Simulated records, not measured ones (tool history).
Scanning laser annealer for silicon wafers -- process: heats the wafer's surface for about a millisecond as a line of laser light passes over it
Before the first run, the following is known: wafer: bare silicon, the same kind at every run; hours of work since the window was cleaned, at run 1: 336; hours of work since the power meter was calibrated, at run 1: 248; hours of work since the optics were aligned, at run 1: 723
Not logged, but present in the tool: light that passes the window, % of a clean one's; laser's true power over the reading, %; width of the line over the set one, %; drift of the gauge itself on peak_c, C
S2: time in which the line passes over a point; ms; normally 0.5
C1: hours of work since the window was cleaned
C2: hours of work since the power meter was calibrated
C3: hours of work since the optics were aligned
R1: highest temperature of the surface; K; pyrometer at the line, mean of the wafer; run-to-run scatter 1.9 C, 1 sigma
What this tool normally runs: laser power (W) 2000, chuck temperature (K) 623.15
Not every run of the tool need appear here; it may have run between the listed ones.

run 1 hour=0 | laser_power_(W)=2000 S2=0.5 chuck_temperature_(K)=623.15 | C1=336 C2=248 C3=723 | R1=1339.15
run 2 hour=13.5 | laser_power_(W)=2000 S2=0.5 chuck_temperature_(K)=623.15 | C1=346 C2=259 C3=733 | R1=1336.15
run 3 hour=23 | laser_power_(W)=2000 S2=0.5 chuck_temperature_(K)=623.15 | C1=353 C2=266 C3=740 | R1=1332.15
run 4 hour=30.4 | laser_power_(W)=2000 S2=0.525 chuck_temperature_(K)=623.15 | C1=359 C2=271 C3=746 | R1=1352.15
run 5 hour=39.8 | laser_power_(W)=2000 S2=0.5 chuck_temperature_(K)=623.15 | C1=366 C2=278 C3=753 | R1=1334.15
run 6 hour=47.9 | laser_power_(W)=2000 S2=0.5 chuck_temperature_(K)=623.15 | C1=372 C2=284 C3=759 | R1=1333.15
run 7 hour=59.2 | laser_power_(W)=2000 S2=0.5 chuck_temperature_(K)=623.15 | C1=380 C2=293 C3=767 | R1=1334.15
run 8 hour=65.8 | laser_power_(W)=2000 S2=0.5 chuck_temperature_(K)=623.15 | C1=385 C2=298 C3=772 | R1=1332.15
run 9 hour=72.7 | laser_power_(W)=2000 S2=0.5 chuck_temperature_(K)=623.15 | C1=391 C2=303 C3=778 | R1=1331.15
run 10 hour=82.7 | laser_power_(W)=2000 S2=0.5 chuck_temperature_(K)=623.15 | C1=398 C2=311 C3=785 | R1=1331.15
run 11 hour=89.8 | laser_power_(W)=2000 S2=0.5 chuck_temperature_(K)=608.15 | C1=404 C2=316 C3=791 | R1=1318.15
run 12 hour=99.3 | laser_power_(W)=2000 S2=0.5 chuck_temperature_(K)=623.15 | C1=411 C2=323 C3=798 | R1=1332.15
-- hour=103.2 laser's power meter calibrated
run 13 hour=114.9 | laser_power_(W)=2000 S2=0.5 chuck_temperature_(K)=623.15 | C1=420 C2=9 C3=807 | R1=1330.15
run 14 hour=125.7 | laser_power_(W)=2000 S2=0.5 chuck_temperature_(K)=623.15 | C1=428 C2=17 C3=815 | R1=1332.15
run 15 hour=133.9 | laser_power_(W)=1816 S2=0.534 chuck_temperature_(K)=633.15 | C1=435 C2=23 C3=822 | R1=1283.15
run 16 hour=146.7 | laser_power_(W)=1816 S2=0.534 chuck_temperature_(K)=633.15 | C1=444 C2=33 C3=831 | R1=1280.15
-- hour=155.3 laser's power meter calibrated, once more
run 17 hour=160.8 | laser_power_(W)=2182 S2=0.592 chuck_temperature_(K)=612.15 | C1=453 C2=4 C3=840 | R1=1461.15
run 18 hour=166.9 | laser_power_(W)=1934 S2=0.547 chuck_temperature_(K)=612.15 | C1=457 C2=9 C3=844 | R1=1320.15
run 19 hour=180.8 | laser_power_(W)=1934 S2=0.547 chuck_temperature_(K)=612.15 | C1=468 C2=19 C3=855 | R1=1323.15
run 20 hour=189.7 | laser_power_(W)=1846 S2=0.5 chuck_temperature_(K)=586.15 | C1=474 C2=26 C3=861 | R1=1229.15
run 21 hour=198.2 | laser_power_(W)=2000 S2=0.616 chuck_temperature_(K)=623.15 | C1=481 C2=32 C3=868 | R1=1401.15
run 22 hour=207.8 | laser_power_(W)=2110 S2=0.606 chuck_temperature_(K)=589.15 | C1=488 C2=40 C3=875 | R1=1411.15
run 23 hour=218.9 | laser_power_(W)=2110 S2=0.606 chuck_temperature_(K)=589.15 | C1=497 C2=48 C3=884 | R1=1410.15
run 24 hour=224.8 | laser_power_(W)=1777 S2=0.5 chuck_temperature_(K)=623.15 | C1=501 C2=53 C3=888 | R1=1234.15
run 25 hour=232 | laser_power_(W)=1777 S2=0.5 chuck_temperature_(K)=623.15 | C1=506 C2=58 C3=893 | R1=1236.15
run 26 hour=240.7 | laser_power_(W)=1889 S2=0.386 chuck_temperature_(K)=633.15 | C1=513 C2=65 C3=900 | R1=1213.15
run 27 hour=253.9 | laser_power_(W)=2000 S2=0.467 chuck_temperature_(K)=628.15 | C1=523 C2=74 C3=910 | R1=1307.15

Hidden state at the last listed run before each entry between runs and at the first one after, where it differs:
Runs 12 to 13: laser's power meter calibrated (hour 103.2)
  light that passes the window, % of a clean one's: 97.46 -> 97.4; laser's true power over the reading, %: -0.32 -> -0.48; width of the line over the set one, %: 4.09 -> 4.14
  measured value less the no-hidden-state value, R1: -45 -> -47 K
Runs 16 to 17: laser's power meter calibrated, once more (hour 155.3)
  light that passes the window, % of a clean one's: 97.25 -> 97.21; laser's true power over the reading, %: -0.49 -> 0.07; width of the line over the set one, %: 4.26 -> 4.3
  measured value less the no-hidden-state value, R1: -45 -> -54 K

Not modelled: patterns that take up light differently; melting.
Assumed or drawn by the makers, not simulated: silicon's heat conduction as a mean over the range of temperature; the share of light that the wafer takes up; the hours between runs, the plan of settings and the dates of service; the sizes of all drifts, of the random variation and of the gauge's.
